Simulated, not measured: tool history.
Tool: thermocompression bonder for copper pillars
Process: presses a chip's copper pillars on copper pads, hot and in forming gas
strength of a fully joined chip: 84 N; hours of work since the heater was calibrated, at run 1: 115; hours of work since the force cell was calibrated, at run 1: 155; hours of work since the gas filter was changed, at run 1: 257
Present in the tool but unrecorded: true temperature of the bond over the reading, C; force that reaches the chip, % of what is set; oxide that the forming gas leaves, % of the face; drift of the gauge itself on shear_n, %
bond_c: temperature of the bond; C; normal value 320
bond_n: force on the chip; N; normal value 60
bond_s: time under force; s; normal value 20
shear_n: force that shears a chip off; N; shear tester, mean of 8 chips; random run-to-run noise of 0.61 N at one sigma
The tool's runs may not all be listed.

| run | day | bond_c | bond_n | bond_s | hours of work since the heater was calibrated | hours of work since the force cell was calibrated | hours of work since the gas filter was changed | shear_n |
|---|---|---|---|---|---|---|---|---|
| 1 | 0.000 | 320 | 60 | 20 | 115 | 155 | 257 | 32.7 |
| 2 | 1.346 | 320 | 55 | 20 | 132 | 172 | 275 | 31.3 |
| 3 | 1.971 | 319 | 60 | 20 | 140 | 180 | 283 | 33.3 |
| 4 | 2.962 | 319 | 60 | 20 | 153 | 193 | 296 | 33.5 |
| 5 | 4.229 | 319 | 60 | 20 | 170 | 210 | 312 | 33.3 |
| 6 | 5.250 | 319 | 60 | 20 | 183 | 223 | 325 | 32.2 |
| 7 | 5.967 | 320 | 60 | 20 | 192 | 232 | 335 | 33.1 |
| 8 | 7.054 | 320 | 60 | 20 | 206 | 246 | 349 | 32.2 |
| 9 | 8.308 | 318 | 60 | 20 | 223 | 263 | 365 | 32.1 |
|  | 8.633 | forming gas filter changed |
| 10 | 9.638 | 320 | 60 | 20 | 240 | 280 | 13 | 33.6 |
| 11 | 10.721 | 320 | 60 | 20 | 254 | 294 | 27 | 33.2 |
| 12 | 11.621 | 320 | 60 | 20 | 265 | 306 | 39 | 33.3 |
| 13 | 12.671 | 320 | 60 | 20 | 279 | 319 | 52 | 33.7 |
| 14 | 13.575 | 320 | 60 | 20 | 291 | 331 | 64 | 33.0 |
| 15 | 14.533 | 320 | 60 | 20 | 303 | 343 | 77 | 32.4 |
| 16 | 15.900 | 320 | 60 | 20 | 321 | 361 | 94 | 32.9 |
| 17 | 17.004 | 320 | 60 | 20 | 335 | 376 | 109 | 32.2 |
| 18 | 17.867 | 320 | 60 | 20 | 347 | 387 | 120 | 32.2 |
| 19 | 19.133 | 320 | 60 | 38 | 363 | 403 | 136 | 41.0 |
| 20 | 20.458 | 320 | 60 | 38 | 380 | 420 | 154 | 40.6 |
| 21 | 21.375 | 317 | 37 | 49 | 392 | 432 | 166 | 36.3 |
| 22 | 22.462 | 320 | 87 | 17 | 406 | 446 | 180 | 35.7 |
| 23 | 23.488 | 342 | 87 | 11 | 420 | 460 | 193 | 36.9 |
| 24 | 24.775 | 342 | 87 | 11 | 436 | 477 | 210 | 37.2 |
| 25 | 25.554 | 309 | 87 | 11 | 447 | 487 | 220 | 27.5 |
| 26 | 26.304 | 309 | 87 | 11 | 456 | 496 | 230 | 27.7 |
| 27 | 27.304 | 344 | 38 | 14 | 469 | 509 | 243 | 27.1 |
| 28 | 28.338 | 308 | 49 | 20 | 483 | 523 | 256 | 24.8 |
| 29 | 29.162 | 308 | 49 | 20 | 493 | 534 | 267 | 24.1 |
| 30 | 30.221 | 315 | 72 | 20 | 507 | 547 | 281 | 32.4 |
| 31 | 31.312 | 315 | 72 | 20 | 521 | 561 | 295 | 32.6 |
| 32 | 32.667 | 341 | 42 | 46 | 539 | 579 | 312 | 42.8 |
| 33 | 33.350 | 297 | 71 | 59 | 548 | 588 | 321 | 40.9 |
| 34 | 34.212 | 297 | 71 | 59 | 559 | 599 | 332 | 40.2 |
| 35 | 35.167 | 297 | 71 | 59 | 572 | 612 | 345 | 39.0 |
| 36 | 36.512 | 315 | 36 | 20 | 589 | 629 | 362 | 22.0 |
|  | 37.029 | forming gas filter changed |
| 37 | 37.712 | 313 | 46 | 16 | 604 | 644 | 9 | 22.5 |
| 38 | 38.946 | 313 | 52 | 22 | 620 | 660 | 25 | 28.0 |
| 39 | 39.896 | 305 | 38 | 20 | 633 | 673 | 37 | 21.5 |
| 40 | 40.492 | 311 | 73 | 20 | 640 | 681 | 45 | 32.3 |

Branching from run 40: 4 alternative next runs. What would each branch give?
| A | 41.379 | 311 | 87 | 12 | 652 | 692 | 57 | ? |
| B | 41.379 | 311 | 39 | 36 | 652 | 692 | 57 | ? |
| C | 41.379 | 321 | 45 | 10 | 652 | 692 | 57 | ? |
| D | 41.379 | 316 | 73 | 20 | 652 | 692 | 57 | ? |

| run | shear_n |
|---|---|
| A | 28.8 |
| B | 29.1 |
| C | 20.5 |
| D | 33.6 |
With the hidden condition removed and each run's random variation left untouched, the same runs would have given:
| run | shear_n |
|---|---|
| A | 32.4 |
| B | 32.7 |
| C | 23.2 |
| D | 37.6 |
